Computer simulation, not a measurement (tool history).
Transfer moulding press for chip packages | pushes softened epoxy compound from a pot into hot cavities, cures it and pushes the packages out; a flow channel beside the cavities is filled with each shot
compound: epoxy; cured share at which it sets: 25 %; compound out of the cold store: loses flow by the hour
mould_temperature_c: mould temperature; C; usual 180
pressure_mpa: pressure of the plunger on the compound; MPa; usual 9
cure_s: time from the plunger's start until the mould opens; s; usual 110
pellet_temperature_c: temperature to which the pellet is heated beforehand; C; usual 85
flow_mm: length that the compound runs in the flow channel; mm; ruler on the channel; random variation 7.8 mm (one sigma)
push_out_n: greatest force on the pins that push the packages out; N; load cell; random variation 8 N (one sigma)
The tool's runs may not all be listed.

| run | day | mould_temperature_c | pressure_mpa | cure_s | pellet_temperature_c | incoming compound's hours out of the cold store | flow_mm | push_out_n |
|---|---|---|---|---|---|---|---|---|
| 1 | 0 | 180 | 9 | 110 | 85 | 24.3 | 860 | 542 |
| 2 | 0.288 | 180 | 9 | 110 | 92 | 30.9 | 821 | 545 |
| 3 | 0.588 | 180 | 8.25 | 110 | 85 | 33.6 | 788 | 560 |
| 4 | 1.162 | 180 | 8.25 | 110 | 85 | 13.5 | 895 | 632 |
| 5 | 1.442 | 180 | 8.25 | 110 | 85 | 41.4 | 730 | 568 |
| 6 | 1.879 | 180 | 9 | 110 | 79 | 33.3 | 817 | 607 |
| 7 | 2.35 | 180 | 9 | 110 | 79 | 45.1 | 744 | 613 |
|  | 2.688 | cavities cleaned with cleaning compound and waxed |
| 8 | 2.742 | 180 | 9 | 110 | 79 | 24.9 | 865 | 792 |
| 9 | 3.1 | 180 | 9 | 110 | 79 | 20.7 | 875 | 768 |
| 10 | 3.558 | 180 | 9 | 110 | 79 | 22.3 | 867 | 756 |
| 11 | 3.929 | 180 | 9 | 110 | 85 | 37.3 | 794 | 684 |
| 12 | 4.275 | 180 | 9 | 110 | 85 | 18.4 | 889 | 732 |
|  | 4.442 | cavities cleaned with cleaning compound and waxed, once more |
| 13 | 4.621 | 180 | 9 | 110 | 87 | 40.9 | 749 | 387 |
| 14 | 5.083 | 178 | 9 | 110 | 87 | 12.2 | 934 | 522 |
| 15 | 5.379 | 180 | 9 | 110 | 79 | 8.1 | 955 | 532 |
| 16 | 5.717 | 180 | 9 | 110 | 79 | 11.3 | 941 | 553 |
| 17 | 6.15 | 183 | 7.22 | 149 | 80 | 30.2 | 721 | 404 |
| 18 | 6.479 | 177 | 9 | 91 | 85 | 16.5 | 896 | 1088 |
| 19 | 6.858 | 177 | 9 | 91 | 85 | 33.8 | 792 | 999 |

Forecast run 20:
| 20 | 7.175 | 185 | 9 | 110 | 85 | 42.6 | ? | ? |

flow_mm: 733 mm
push_out_n: 502 N
Without the tool's hidden state the same run would have given flow_mm 802 mm, push_out_n 305 N.
